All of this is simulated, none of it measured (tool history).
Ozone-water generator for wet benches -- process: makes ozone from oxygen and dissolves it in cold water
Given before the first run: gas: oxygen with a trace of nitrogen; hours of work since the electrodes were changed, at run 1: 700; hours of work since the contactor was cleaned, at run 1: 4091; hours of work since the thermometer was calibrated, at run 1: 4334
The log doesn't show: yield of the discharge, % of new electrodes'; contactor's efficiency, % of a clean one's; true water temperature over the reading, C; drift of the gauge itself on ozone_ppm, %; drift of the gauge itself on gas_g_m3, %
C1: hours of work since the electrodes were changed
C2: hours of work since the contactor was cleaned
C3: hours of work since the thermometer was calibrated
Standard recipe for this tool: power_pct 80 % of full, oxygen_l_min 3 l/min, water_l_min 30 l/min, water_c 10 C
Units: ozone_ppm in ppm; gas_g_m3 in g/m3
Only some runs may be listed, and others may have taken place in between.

{"run": 1, "day": 0.0, "power_pct": 80, "oxygen_l_min": 3, "water_l_min": 30, "water_c": 10, "C1": 700, "C2": 4091, "C3": 4334, "ozone_ppm": 9.9, "gas_g_m3": 188.7}
{"run": 2, "day": 4.571, "power_pct": 80, "oxygen_l_min": 3, "water_l_min": 30, "water_c": 10, "C1": 801, "C2": 4192, "C3": 4435, "ozone_ppm": 9.8, "gas_g_m3": 189.1}
{"run": 3, "day": 12.138, "power_pct": 80, "oxygen_l_min": 3, "water_l_min": 30, "water_c": 10, "C1": 969, "C2": 4360, "C3": 4603, "ozone_ppm": 9.8, "gas_g_m3": 187.1}
{"run": 4, "day": 16.112, "power_pct": 80, "oxygen_l_min": 3, "water_l_min": 30, "water_c": 10, "C1": 1057, "C2": 4448, "C3": 4691, "ozone_ppm": 9.7, "gas_g_m3": 186.5}
{"run": 5, "day": 24.925, "power_pct": 80, "oxygen_l_min": 3, "water_l_min": 31, "water_c": 10, "C1": 1253, "C2": 4644, "C3": 4887, "ozone_ppm": 9.1, "gas_g_m3": 186.2}
{"run": 6, "day": 29.112, "power_pct": 80, "oxygen_l_min": 3, "water_l_min": 31, "water_c": 10, "C1": 1346, "C2": 4736, "C3": 4980, "ozone_ppm": 9.1, "gas_g_m3": 188.3}
{"run": 7, "day": 32.925, "power_pct": 80, "oxygen_l_min": 3, "water_l_min": 31, "water_c": 10, "C1": 1430, "C2": 4821, "C3": 5064, "ozone_ppm": 8.9, "gas_g_m3": 185}
{"run": 8, "day": 41.042, "power_pct": 80, "oxygen_l_min": 3, "water_l_min": 31, "water_c": 10, "C1": 1610, "C2": 5001, "C3": 5244, "ozone_ppm": 9, "gas_g_m3": 183.3}
{"run": 9, "day": 49.812, "power_pct": 80, "oxygen_l_min": 3, "water_l_min": 31, "water_c": 10, "C1": 1805, "C2": 5196, "C3": 5439, "ozone_ppm": 8.9, "gas_g_m3": 181.8}
{"run": 10, "day": 58.104, "power_pct": 80, "oxygen_l_min": 3, "water_l_min": 31, "water_c": 10, "C1": 1989, "C2": 5380, "C3": 5623, "ozone_ppm": 8.9, "gas_g_m3": 181.4}
{"run": 11, "day": 65.362, "power_pct": 80, "oxygen_l_min": 3, "water_l_min": 31, "water_c": 10, "C1": 2150, "C2": 5541, "C3": 5784, "ozone_ppm": 8.8, "gas_g_m3": 177}
{"day": 70.117, "done": "water thermometer calibrated"}
{"run": 12, "day": 74.088, "power_pct": 80, "oxygen_l_min": 2.28, "water_l_min": 31, "water_c": 10, "C1": 2343, "C2": 5734, "C3": 88, "ozone_ppm": 7.8, "gas_g_m3": 198}
{"run": 13, "day": 79.271, "power_pct": 80, "oxygen_l_min": 3.62, "water_l_min": 31, "water_c": 10, "C1": 2458, "C2": 5849, "C3": 203, "ozone_ppm": 9.3, "gas_g_m3": 164}
{"run": 14, "day": 84.179, "power_pct": 80, "oxygen_l_min": 3.62, "water_l_min": 31, "water_c": 10, "C1": 2567, "C2": 5958, "C3": 312, "ozone_ppm": 9.3, "gas_g_m3": 163.5}
{"run": 15, "day": 93.438, "power_pct": 80, "oxygen_l_min": 3, "water_l_min": 30, "water_c": 13, "C1": 2772, "C2": 6163, "C3": 517, "ozone_ppm": 8.5, "gas_g_m3": 176.1}
{"day": 97.875, "done": "contactor cleaned"}
{"run": 16, "day": 99.075, "power_pct": 45, "oxygen_l_min": 3, "water_l_min": 43, "water_c": 10, "C1": 2894, "C2": 27, "C3": 639, "ozone_ppm": 4.4, "gas_g_m3": 117.9}
{"run": 17, "day": 105.188, "power_pct": 80, "oxygen_l_min": 3.55, "water_l_min": 19, "water_c": 7, "C1": 3029, "C2": 162, "C3": 774, "ozone_ppm": 16.6, "gas_g_m3": 161.6}
{"run": 18, "day": 109.267, "power_pct": 80, "oxygen_l_min": 3.55, "water_l_min": 19, "water_c": 7, "C1": 3120, "C2": 253, "C3": 865, "ozone_ppm": 16.2, "gas_g_m3": 159.8}
{"run": 19, "day": 118.633, "power_pct": 80, "oxygen_l_min": 3, "water_l_min": 19, "water_c": 9, "C1": 3328, "C2": 461, "C3": 1073, "ozone_ppm": 15, "gas_g_m3": 171.8}
{"run": 20, "day": 122.571, "power_pct": 80, "oxygen_l_min": 3, "water_l_min": 25, "water_c": 10, "C1": 3415, "C2": 548, "C3": 1160, "ozone_ppm": 11.6, "gas_g_m3": 170.4}
{"run": 21, "day": 126.983, "power_pct": 80, "oxygen_l_min": 3, "water_l_min": 30, "water_c": 6, "C1": 3513, "C2": 646, "C3": 1258, "ozone_ppm": 9.8, "gas_g_m3": 170.5}
{"run": 22, "day": 133.654, "power_pct": 80, "oxygen_l_min": 3, "water_l_min": 30, "water_c": 6, "C1": 3661, "C2": 794, "C3": 1406, "ozone_ppm": 9.4, "gas_g_m3": 168.2}
{"run": 23, "day": 139.417, "power_pct": 50, "oxygen_l_min": 1.69, "water_l_min": 30, "water_c": 10, "C1": 3789, "C2": 922, "C3": 1534, "ozone_ppm": 5.3, "gas_g_m3": 158.1}
{"run": 24, "day": 144.029, "power_pct": 50, "oxygen_l_min": 1.69, "water_l_min": 30, "water_c": 10, "C1": 3891, "C2": 1024, "C3": 1636, "ozone_ppm": 5.4, "gas_g_m3": 158.9}
{"run": 25, "day": 148.1, "power_pct": 50, "oxygen_l_min": 1.69, "water_l_min": 30, "water_c": 12, "C1": 3982, "C2": 1114, "C3": 1727, "ozone_ppm": 5.1, "gas_g_m3": 158.3}
{"run": 26, "day": 152.933, "power_pct": 43, "oxygen_l_min": 3.19, "water_l_min": 19, "water_c": 10, "C1": 4089, "C2": 1222, "C3": 1834, "ozone_ppm": 9.8, "gas_g_m3": 107}
{"run": 27, "day": 161.321, "power_pct": 80, "oxygen_l_min": 2.69, "water_l_min": 20, "water_c": 10, "C1": 4275, "C2": 1408, "C3": 2020, "ozone_ppm": 13.1, "gas_g_m3": 170.3}
{"run": 28, "day": 170.467, "power_pct": 97, "oxygen_l_min": 3, "water_l_min": 30, "water_c": 10, "C1": 4478, "C2": 1611, "C3": 2223, "ozone_ppm": 10.3, "gas_g_m3": 185}
{"run": 29, "day": 177.129, "power_pct": 54, "oxygen_l_min": 4.14, "water_l_min": 30, "water_c": 10, "C1": 4626, "C2": 1758, "C3": 2371, "ozone_ppm": 7.6, "gas_g_m3": 109.1}

Predict each of these 5 candidate next runs independently; none follows another, all start after run 29:
{"run": "A", "day": 184.346, "power_pct": 54, "oxygen_l_min": 4.14, "water_l_min": 39, "water_c": 5, "C1": 4786, "C2": 1919, "C3": 2531, "ozone_ppm": "?", "gas_g_m3": "?"}
{"run": "B", "day": 184.346, "power_pct": 80, "oxygen_l_min": 3, "water_l_min": 30, "water_c": 10, "C1": 4786, "C2": 1919, "C3": 2531, "ozone_ppm": "?", "gas_g_m3": "?"}
{"run": "C", "day": 184.346, "power_pct": 54, "oxygen_l_min": 4.14, "water_l_min": 30, "water_c": 15, "C1": 4786, "C2": 1919, "C3": 2531, "ozone_ppm": "?", "gas_g_m3": "?"}
{"run": "D", "day": 184.346, "power_pct": 76, "oxygen_l_min": 4.14, "water_l_min": 30, "water_c": 7, "C1": 4786, "C2": 1919, "C3": 2531, "ozone_ppm": "?", "gas_g_m3": "?"}
{"run": "E", "day": 184.346, "power_pct": 54, "oxygen_l_min": 4.14, "water_l_min": 30, "water_c": 8, "C1": 4786, "C2": 1919, "C3": 2531, "ozone_ppm": "?", "gas_g_m3": "?"}

run=A ozone_ppm=6.1 gas_g_m3=109.9
run=B ozone_ppm=8.8 gas_g_m3=162.7
run=C ozone_ppm=7.4 gas_g_m3=110
run=D ozone_ppm=9.9 gas_g_m3=136.1
run=E ozone_ppm=7.9 gas_g_m3=109.7
With no hidden state in the tool, these same runs would have given:
run=A ozone_ppm=7.2 gas_g_m3=125.6
run=B ozone_ppm=10.9 gas_g_m3=194.3
run=C ozone_ppm=8.7 gas_g_m3=125.7
run=D ozone_ppm=12.1 gas_g_m3=161.7
run=E ozone_ppm=9.3 gas_g_m3=125.4
